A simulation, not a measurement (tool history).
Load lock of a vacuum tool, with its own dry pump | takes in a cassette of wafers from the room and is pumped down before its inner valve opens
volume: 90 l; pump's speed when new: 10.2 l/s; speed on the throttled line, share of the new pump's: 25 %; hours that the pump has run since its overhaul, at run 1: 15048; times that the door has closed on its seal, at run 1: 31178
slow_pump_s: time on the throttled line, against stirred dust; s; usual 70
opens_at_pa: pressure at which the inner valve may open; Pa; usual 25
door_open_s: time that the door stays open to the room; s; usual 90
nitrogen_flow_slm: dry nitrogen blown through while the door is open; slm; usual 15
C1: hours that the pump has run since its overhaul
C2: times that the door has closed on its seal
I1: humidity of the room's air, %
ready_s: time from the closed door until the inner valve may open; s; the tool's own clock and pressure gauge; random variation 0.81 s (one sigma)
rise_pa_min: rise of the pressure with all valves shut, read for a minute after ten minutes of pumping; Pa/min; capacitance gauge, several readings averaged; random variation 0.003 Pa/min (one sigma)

Run 1, hour 0.0: usual settings; C1 15048; C2 31178; I1 46.7. Result: ready_s 125.8 s, rise_pa_min 0.031 Pa/min.
Run 2, hour 301.0: usual settings; C1 15349; C2 32510; I1 46.4. Result: ready_s 126.0 s, rise_pa_min 0.032 Pa/min.
Run 3, hour 698.4: usual settings but slow_pump_s 82 s; C1 15747; C2 34269; I1 44.5. Result: ready_s 134.7 s, rise_pa_min 0.036 Pa/min.
Run 4, hour 992.9: usual settings; C1 16041; C2 35572; I1 43.9. Result: ready_s 126.3 s, rise_pa_min 0.031 Pa/min.
Run 5, hour 1333.0: usual settings; C1 16381; C2 37077; I1 45.3. Result: ready_s 126.4 s, rise_pa_min 0.029 Pa/min.
Run 6, hour 1550.6: usual settings but opens_at_pa 27 Pa; C1 16599; C2 38040; I1 45.1. Result: ready_s 124.5 s, rise_pa_min 0.031 Pa/min.
Run 7, hour 1937.8: usual settings but opens_at_pa 27 Pa; C1 16986; C2 39753; I1 44.1. Result: ready_s 125.5 s, rise_pa_min 0.029 Pa/min.
Run 8, hour 2316.8: usual settings but opens_at_pa 48 Pa; C1 17365; C2 41430; I1 42.5. Result: ready_s 119.1 s, rise_pa_min 0.027 Pa/min.
Run 9, hour 2599.8: usual settings but door_open_s 54 s; C1 17648; C2 42683; I1 45.5. Result: ready_s 123.9 s, rise_pa_min 0.016 Pa/min.
Run 10, hour 2838.1: usual settings but slow_pump_s 102 s, door_open_s 54 s; C1 17886; C2 43737; I1 46.4. Result: ready_s 150.6 s, rise_pa_min 0.018 Pa/min.
Run 11, hour 3246.2: usual settings but slow_pump_s 102 s, door_open_s 54 s; C1 18294; C2 45543; I1 44.2. Result: ready_s 150.0 s, rise_pa_min 0.018 Pa/min.
Run 12, hour 3645.6: usual settings but slow_pump_s 102 s, door_open_s 54 s; C1 18694; C2 47310; I1 44.1. Result: ready_s 150.4 s, rise_pa_min 0.015 Pa/min.
Run 13, hour 3881.9: usual settings but slow_pump_s 102 s, door_open_s 54 s; C1 18930; C2 48356; I1 47.4. Result: ready_s 148.7 s, rise_pa_min 0.026 Pa/min.
Run 14, hour 4284.8: usual settings but slow_pump_s 102 s, door_open_s 36 s, nitrogen_flow_slm 6 slm; C1 19333; C2 50139; I1 43.2. Result: ready_s 149.0 s, rise_pa_min 0.027 Pa/min.
Run 15, hour 4669.7: usual settings but slow_pump_s 102 s, door_open_s 36 s, nitrogen_flow_slm 6 slm; C1 19718; C2 51843; I1 42.3. Result: ready_s 149.1 s, rise_pa_min 0.025 Pa/min.
Run 16, hour 4866.0: usual settings but nitrogen_flow_slm 26 slm; C1 19914; C2 52711; I1 43.0. Result: ready_s 125.6 s, rise_pa_min 0.020 Pa/min.
Run 17, hour 5276.0: usual settings but nitrogen_flow_slm 26 slm; C1 20324; C2 54526; I1 43.8. Result: ready_s 125.0 s, rise_pa_min 0.020 Pa/min.
Run 18, hour 5663.5: usual settings but opens_at_pa 20 Pa, door_open_s 129 s, nitrogen_flow_slm 8 slm; C1 20712; C2 56240; I1 43.0. Result: ready_s 127.0 s, rise_pa_min 0.047 Pa/min.
Run 19, hour 5991.0: usual settings but slow_pump_s 47 s, door_open_s 43 s, nitrogen_flow_slm 9 slm; C1 21039; C2 57690; I1 46.6. Result: ready_s 109.6 s, rise_pa_min 0.024 Pa/min.
At hour 6160.5: dry pump taken out, an overhauled one fitted.
Run 20, hour 6365.7: usual settings but slow_pump_s 43 s, opens_at_pa 26 Pa, door_open_s 76 s, nitrogen_flow_slm 21 slm; C1 205; C2 59321; I1 39.9. Result: ready_s 105.0 s, rise_pa_min 0.020 Pa/min.
Run 21, hour 6634.9: usual settings but slow_pump_s 36 s, opens_at_pa 28 Pa, door_open_s 76 s, nitrogen_flow_slm 21 slm; C1 474; C2 60513; I1 48.5. Result: ready_s 99.2 s, rise_pa_min 0.026 Pa/min.
Run 22, hour 6855.3: usual settings but slow_pump_s 36 s, opens_at_pa 28 Pa, door_open_s 76 s, nitrogen_flow_slm 21 slm; C1 695; C2 61488; I1 45.2. Result: ready_s 99.6 s, rise_pa_min 0.021 Pa/min.
Run 23, hour 7141.8: usual settings but slow_pump_s 45 s, opens_at_pa 28 Pa, door_open_s 76 s, nitrogen_flow_slm 21 slm; C1 981; C2 62755; I1 47.9. Result: ready_s 105.6 s, rise_pa_min 0.020 Pa/min.
Run 24, hour 7376.6: usual settings but door_open_s 143 s, nitrogen_flow_slm 4 slm; C1 1216; C2 63795; I1 42.5. Result: ready_s 125.3 s, rise_pa_min 0.064 Pa/min.
Run 25, hour 7731.2: usual settings but slow_pump_s 39 s; C1 1571; C2 65364; I1 46.1. Result: ready_s 102.4 s, rise_pa_min 0.031 Pa/min.

Forecast each of these 4 alternatives for the next run:
Run A, hour 7944.9: usual settings but slow_pump_s 139 s, nitrogen_flow_slm 12 slm; C1 1784; C2 66309; I1 45.3. Result: ready_s ?, rise_pa_min ?.
Run B, hour 7944.9: usual settings but slow_pump_s 39 s, door_open_s 34 s; C1 1784; C2 66309; I1 46.0. Result: ready_s ?, rise_pa_min ?.
Run C, hour 7944.9: usual settings but slow_pump_s 39 s, door_open_s 118 s; C1 1784; C2 66309; I1 43.1. Result: ready_s ?, rise_pa_min ?.
Run D, hour 7944.9: usual settings but slow_pump_s 117 s, opens_at_pa 19 Pa; C1 1784; C2 66309; I1 45.9. Result: ready_s ?, rise_pa_min ?.

run  ready_s  rise_pa_min
  A    176.5        0.033
  B    102.2        0.019
  C    102.2        0.038
  D    162.7        0.033
Without the tool's hidden state the same runs would have given:
run  ready_s  rise_pa_min
  A    176.5        0.032
  B    102.2        0.018
  C    102.2        0.037
  D    162.7        0.033
